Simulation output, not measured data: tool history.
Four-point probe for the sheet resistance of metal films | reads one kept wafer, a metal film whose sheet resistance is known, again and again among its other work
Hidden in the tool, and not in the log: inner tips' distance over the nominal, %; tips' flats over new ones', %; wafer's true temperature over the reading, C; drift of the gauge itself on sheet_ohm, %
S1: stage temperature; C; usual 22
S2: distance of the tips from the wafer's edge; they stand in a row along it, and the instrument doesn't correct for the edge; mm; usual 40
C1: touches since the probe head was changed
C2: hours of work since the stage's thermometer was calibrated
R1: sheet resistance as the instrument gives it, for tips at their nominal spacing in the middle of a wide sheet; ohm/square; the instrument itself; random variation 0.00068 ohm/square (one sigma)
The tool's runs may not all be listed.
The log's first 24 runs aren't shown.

run     day  S1  S2     C1    C2        R1
 25  11.854  30  13  52704  1221  3.422317
 26  12.204  27  37  53228  1228  3.402854
 27  12.775  33  73  54081  1238  3.407064
 28  13.133  23   5  54619  1245  3.511901
 29  13.525  22  11  55209  1252  3.420613
 30  14.162  22  11  56161  1264  3.419857
 31  14.496  29  33  56664  1270  3.406562
 32  15.171  30  33  57672  1283  3.406819
 33  15.771  30   4  58573  1294  3.579040

Forecast each of these 4 alternatives for the next run:
  A  16.271  26  40  59325  1303   ?
  B  16.271  31  17  59325  1303   ?
  C  16.271  22   3  59325  1303   ?
  D  16.271  19  19  59325  1303   ?

run        R1
  A  3.401868
  B  3.414505
  C  3.693188
  D  3.400568
Without the tool's hidden state the same runs would have given:
run        R1
  A  3.401994
  B  3.414631
  C  3.693323
  D  3.400693
